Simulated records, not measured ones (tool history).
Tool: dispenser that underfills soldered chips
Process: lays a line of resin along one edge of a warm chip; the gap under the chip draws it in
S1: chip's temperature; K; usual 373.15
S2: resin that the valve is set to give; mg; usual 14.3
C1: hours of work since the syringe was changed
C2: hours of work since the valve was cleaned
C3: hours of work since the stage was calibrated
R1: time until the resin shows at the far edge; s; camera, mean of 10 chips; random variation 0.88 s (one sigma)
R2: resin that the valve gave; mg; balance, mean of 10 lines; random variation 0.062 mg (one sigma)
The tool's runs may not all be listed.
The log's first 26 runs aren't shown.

At hour 325.4: new syringe of resin.
Run 27, hour 331.8: usual settings but S1 375.15 K, S2 18.3 mg; C1 5; C2 58; C3 312. Result: R1 116 s, R2 17.54 mg.
At hour 338.6: new syringe of resin.
Run 28, hour 346.8: usual settings but S1 367.15 K, S2 17.5 mg; C1 6; C2 69; C3 323. Result: R1 166.2 s, R2 16.59 mg.
At hour 351.8: new syringe of resin.
Run 29, hour 360.4: usual settings but S1 372.15 K, S2 14.2 mg; C1 6; C2 79; C3 333. Result: R1 146.6 s, R2 13.45 mg.
At hour 364.9: new syringe of resin.
Run 30, hour 369.5: usual settings but S1 378.15 K, S2 18.3 mg; C1 3; C2 85; C3 339. Result: R1 97.1 s, R2 17.12 mg.
At hour 378.1: new syringe of resin.
Run 31, hour 379.3: usual settings but S1 378.15 K, S2 18.3 mg; C1 1; C2 92; C3 346. Result: R1 79.6 s, R2 17.03 mg.
Run 32, hour 386.9: usual settings but S1 379.15 K, S2 14.7 mg; C1 6; C2 98; C3 352. Result: R1 121 s, R2 13.62 mg.
At hour 390.9: new syringe of resin.
Run 33, hour 394.1: usual settings but S2 13.9 mg; C1 2; C2 103; C3 357. Result: R1 104.8 s, R2 12.84 mg.
At hour 403.7: new syringe of resin.
Run 34, hour 403.7: usual settings but S1 375.15 K, S2 14.6 mg; C1 0; C2 110; C3 364. Result: R1 80.5 s, R2 13.49 mg.

Forecast each of these 3 alternatives for the next run:
At hour 408.6: dispensing valve cleaned and set on the balance.
At hour 418.7: new syringe of resin.
Run A, hour 420.7: usual settings but S1 377.15 K, S2 16.1 mg; C1 2; C2 9; C3 375. Result: R1 ?, R2 ?.
At hour 408.6: dispensing valve cleaned and set on the balance.
At hour 418.7: new syringe of resin.
Run B, hour 420.7: usual settings but S1 382.15 K, S2 16.5 mg; C1 2; C2 9; C3 375. Result: R1 ?, R2 ?.
At hour 408.6: dispensing valve cleaned and set on the balance.
At hour 418.7: new syringe of resin.
Run C, hour 420.7: usual settings but S2 13 mg; C1 2; C2 9; C3 375. Result: R1 ?, R2 ?.

run    R1     R2
  A  84.8  15.84
  B  73.3   16.2
  C  96.6  12.89
Without the tool's hidden state the same runs would have given:
run    R1     R2
  A  73.3  15.98
  B  63.5  16.34
  C  83.6     13

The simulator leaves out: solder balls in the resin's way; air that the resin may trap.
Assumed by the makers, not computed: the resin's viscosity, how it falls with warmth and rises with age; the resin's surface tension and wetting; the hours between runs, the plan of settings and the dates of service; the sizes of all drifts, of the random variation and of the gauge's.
